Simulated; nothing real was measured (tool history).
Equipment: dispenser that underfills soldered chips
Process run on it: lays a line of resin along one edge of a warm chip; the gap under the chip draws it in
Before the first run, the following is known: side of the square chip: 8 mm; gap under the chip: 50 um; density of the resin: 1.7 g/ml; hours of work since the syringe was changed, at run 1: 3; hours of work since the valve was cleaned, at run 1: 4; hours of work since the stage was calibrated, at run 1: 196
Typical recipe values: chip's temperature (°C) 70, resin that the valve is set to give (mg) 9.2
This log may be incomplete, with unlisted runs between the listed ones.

run,hour,chip's temperature (°C),resin that the valve is set to give (mg),hours of work since the syringe was changed,hours of work since the valve was cleaned,hours of work since the stage was calibrated,time until the resin shows at the far edge (s),resin that the valve gave (mg)
1,0,70,9.2,3,4,196,40.9,9.12
# hour 4.9: new syringe of resin
2,10.3,70,9.2,4,11,203,43.1,9.22
# hour 13.9: new syringe of resin
3,19.9,70,9.2,4,18,209,43.3,9.11
# hour 23.4: new syringe of resin
# hour 32.5: new syringe of resin
4,36,70,10.75,2,28,220,41.1,10.63
# hour 42.1: new syringe of resin
5,44.6,70,9.2,2,34,225,40.3,9.13
# hour 51.9: new syringe of resin
6,54.4,70,9.2,2,40,232,39.3,9.1
# hour 61: new syringe of resin
7,65.4,70,9.2,3,48,239,43.8,9.04
# hour 70.6: new syringe of resin
8,76.4,70,9.2,4,55,246,45.1,8.95
# hour 79.3: new syringe of resin
# hour 89.1: new syringe of resin
9,92,70,9.2,2,65,257,40.8,9.02
# hour 98.9: new syringe of resin
10,103.6,70,9.2,3,73,264,42.8,8.92
# hour 108.2: new syringe of resin
11,112,70,9.2,3,78,270,41.6,8.94
# hour 117.3: new syringe of resin
12,120.6,70,9.2,2,84,275,41.5,8.92
# hour 126.8: new syringe of resin
13,129.3,70,9.2,2,90,281,40.9,8.91
# hour 135.7: dispensing valve cleaned and set on the balance
# hour 136.9: new syringe of resin
14,137,70,9.2,0,1,286,37.7,9.19
# hour 146.3: new syringe of resin
15,150.6,70,9.2,3,10,295,42.7,9.13
# hour 155.3: new syringe of resin
16,163.3,70,9.2,5,18,303,47.5,9.18
# hour 164.9: new syringe of resin
# hour 173.7: new syringe of resin
17,174.4,70,9.2,0,25,310,38.7,9.08
# hour 182.5: new syringe of resin
18,185.1,70,9.2,2,32,317,41.6,9.08
# hour 192.2: new syringe of resin
19,199.6,75,11.2,5,42,327,40,10.9
# hour 201.2: new syringe of resin
# hour 211: new syringe of resin
20,215.1,66,10.81,3,52,337,48.1,10.6
# hour 220.2: new syringe of resin
21,222.9,66,10.81,2,57,342,46.8,10.54
# hour 229.5: new syringe of resin
22,235.9,66,10.81,4,66,351,53.3,10.51
# hour 238.9: new syringe of resin
# hour 247.9: new syringe of resin
23,247.9,71,10.2,0,74,359,37.1,9.92
# hour 257.4: new syringe of resin
24,258.4,72,11.96,1,81,366,36.4,11.61
# hour 266.3: new syringe of resin
# hour 270.1: stage's temperature calibrated
25,272.6,70,9.95,4,90,2,39.7,9.62
# hour 276.9: new syringe of resin
# hour 279.8: dispensing valve cleaned and set on the balance
# hour 286.6: new syringe of resin
26,288.9,55,8.44,2,6,12,61.6,8.43
# hour 295.5: new syringe of resin
27,299.2,58,10.04,3,13,19,56.6,10.06
# hour 304.7: new syringe of resin
# hour 313.8: new syringe of resin
28,313.8,57,8.82,0,22,28,52.1,8.75
# hour 322.6: new syringe of resin
29,322.6,70,9.6,0,28,34,34.7,9.5
# hour 332.6: new syringe of resin
30,338,70,8.12,4,38,44,41.7,8.06
# hour 341.9: new syringe of resin
31,350.3,67,8.76,6,47,52,50,8.72
# hour 352: new syringe of resin
# hour 360.9: new syringe of resin
32,366.4,67,8.76,4,57,63,46.7,8.57
# hour 370: new syringe of resin
# hour 378.8: new syringe of resin
33,378.9,68,10.91,0,65,71,36.6,10.71
34,386.9,77,8.61,6,71,77,35.6,8.38

Here are 3 independent what-if runs from the current tool condition. What would each one return?
# hour 387.9: new syringe of resin
A,394.3,76,9.68,4,76,81,?,?
# hour 387.9: new syringe of resin
B,394.3,74,10.92,4,76,81,?,?
# hour 387.9: new syringe of resin
C,394.3,58,9.18,4,76,81,?,?

run,time until the resin shows at the far edge (s),resin that the valve gave (mg)
A,34.5,9.44
B,37.3,10.67
C,61.1,8.95
The same runs, with their run-to-run variation unchanged, on a tool lacking any hidden condition would have given:
run,time until the resin shows at the far edge (s),resin that the valve gave (mg)
A,28.8,9.67
B,31.2,10.93
C,50.9,9.17
